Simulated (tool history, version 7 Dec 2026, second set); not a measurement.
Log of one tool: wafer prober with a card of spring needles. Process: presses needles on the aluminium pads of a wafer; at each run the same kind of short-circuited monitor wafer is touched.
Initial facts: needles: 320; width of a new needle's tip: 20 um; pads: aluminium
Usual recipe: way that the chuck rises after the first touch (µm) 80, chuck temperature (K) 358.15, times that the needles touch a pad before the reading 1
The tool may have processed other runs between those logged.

run	hour	way that the chuck rises after the first touch (µm)	chuck temperature (K)	times that the needles touch a pad before the reading	resistance of one needle with its contact and lead (mohm)	way that a needle slides on the pad (µm)
1	0	80	358.15	1	328	20.91
# hour 2.7: tips cleaned on abrasive film
# hour 13.9: tips cleaned on abrasive film
2	15	80	358.15	1	215	20.98
# hour 24.8: tips cleaned on abrasive film
3	30.5	71	358.15	1	354	18.56
# hour 37.1: tips cleaned on abrasive film
# hour 48.3: tips cleaned on abrasive film
4	53.7	71	358.15	1	342	18.44
# hour 59: tips cleaned on abrasive film
# hour 70.9: tips cleaned on abrasive film
# hour 83.7: tips cleaned on abrasive film
5	88.6	71	358.15	1	327	18.36
# hour 95.8: tips cleaned on abrasive film
# hour 107.5: tips cleaned on abrasive film
6	107.5	71	358.15	1	190	18.3
# hour 118.8: tips cleaned on abrasive film
7	122.3	80	358.15	2	229	20.71
# hour 124.9: height of the first contact set anew
# hour 129.7: tips cleaned on abrasive film
# hour 141.7: tips cleaned on abrasive film
8	150.8	80	358.15	2	272	20.53
# hour 153.5: tips cleaned on abrasive film
# hour 165.8: tips cleaned on abrasive film
# hour 178.1: tips cleaned on abrasive film
9	184.9	80	358.15	2	253	20.52
# hour 189.4: tips cleaned on abrasive film
# hour 200: tips cleaned on abrasive film
10	207.6	80	306.15	1	346	20.36
# hour 211.9: tips cleaned on abrasive film
# hour 224.2: tips cleaned on abrasive film
11	234.3	80	300.15	1	374	20.33
# hour 236.5: tips cleaned on abrasive film
# hour 247.4: tips cleaned on abrasive film
12	252.9	93	358.15	1	269	23.75
# hour 259: tips cleaned on abrasive film
# hour 268.7: height of the first contact set anew, once more
# hour 270.5: tips cleaned on abrasive film
# hour 282.4: tips cleaned on abrasive film
13	285.1	93	358.15	1	224	24.64
# hour 293.9: tips cleaned on abrasive film
# hour 306.1: tips cleaned on abrasive film
# hour 318.5: tips cleaned on abrasive film
14	319.6	93	358.15	3	167	24.48
# hour 330.6: tips cleaned on abrasive film
# hour 341.4: tips cleaned on abrasive film
15	350.1	80	307.15	1	354	21.02
# hour 352.9: tips cleaned on abrasive film
# hour 365.2: tips cleaned on abrasive film
# hour 376.6: tips cleaned on abrasive film
16	378.2	75	307.15	1	227	19.59

Run 17 comes next. What will it give?
# hour 389.1: tips cleaned on abrasive film
17	398	93	358.15	3	?	?

resistance of one needle with its contact and lead (mohm): 204
way that a needle slides on the pad (µm): 24.36
With no hidden state in the tool, this same run would have given resistance of one needle with its contact and lead (mohm) 147, way that a needle slides on the pad (µm) 24.63.
